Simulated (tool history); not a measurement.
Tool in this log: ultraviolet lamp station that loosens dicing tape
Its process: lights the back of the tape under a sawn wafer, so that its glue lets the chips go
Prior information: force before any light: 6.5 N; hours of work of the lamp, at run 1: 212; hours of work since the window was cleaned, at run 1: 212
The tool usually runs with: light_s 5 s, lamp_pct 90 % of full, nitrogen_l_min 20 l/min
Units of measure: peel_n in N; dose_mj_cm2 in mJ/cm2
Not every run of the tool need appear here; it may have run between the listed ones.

run	hour	light_s	lamp_pct	nitrogen_l_min	hours of work of the lamp	hours of work since the window was cleaned	peel_n	dose_mj_cm2
1	0.0	5	90	20	212	212	0.714	565
2	42.0	5	90	20	230	230	0.748	572
3	91.6	5	90	20	250	250	0.742	557
4	142.0	5	90	20	271	271	0.756	552
5	203.5	5	90	20	296	296	0.814	548
6	273.4	5	90	20	325	325	0.819	540
7	307.0	5	90	20	339	339	0.810	528
8	361.7	5	90	20	362	362	0.843	526
9	395.2	5	90	20	376	376	0.866	522
10	428.2	4	90	20	389	389	1.322	417
11	492.1	5	90	20	416	416	0.898	514
12	569.3	5	90	20	447	447	0.907	504
13	634.6	5	90	20	474	474	0.929	498
14	700.3	5	90	20	501	501	0.964	493
15	775.0	6	76	7	532	532	1.694	489
# hour 829.2: window cleaned of glue's vapour
16	841.8	9	90	20	560	5	0.174	1034
17	915.2	8	70	19	590	36	0.449	713
18	957.2	9	69	19	607	53	0.380	785
19	998.8	9	69	19	624	70	0.379	775
20	1077.2	9	69	19	657	102	0.392	755
21	1145.8	6	90	20	685	131	0.536	655
22	1185.3	5	94	29	702	147	0.587	564
23	1234.5	2	75	20	722	167	3.174	175
24	1286.4	7	90	11	743	189	0.617	748
25	1321.2	3	90	26	758	203	1.703	316
26	1363.2	3	90	26	775	220	1.714	310
27	1407.4	5	68	15	793	239	1.601	391
28	1467.8	4	90	7	818	264	2.125	408

Branching from run 28: 4 alternative next runs. What would each branch give?
A	1506.7	6	84	8	834	280	?	?
B	1506.7	6	83	25	834	280	?	?
C	1506.7	5	97	20	834	280	?	?
D	1506.7	6	85	7	834	280	?	?

run	peel_n	dose_mj_cm2
A	1.309	566
B	0.653	561
C	0.791	544
D	1.332	580
With the hidden condition removed and each run's random variation left untouched, the same runs would have given:
run	peel_n	dose_mj_cm2
A	0.858	719
B	0.371	713
C	0.470	691
D	0.885	737
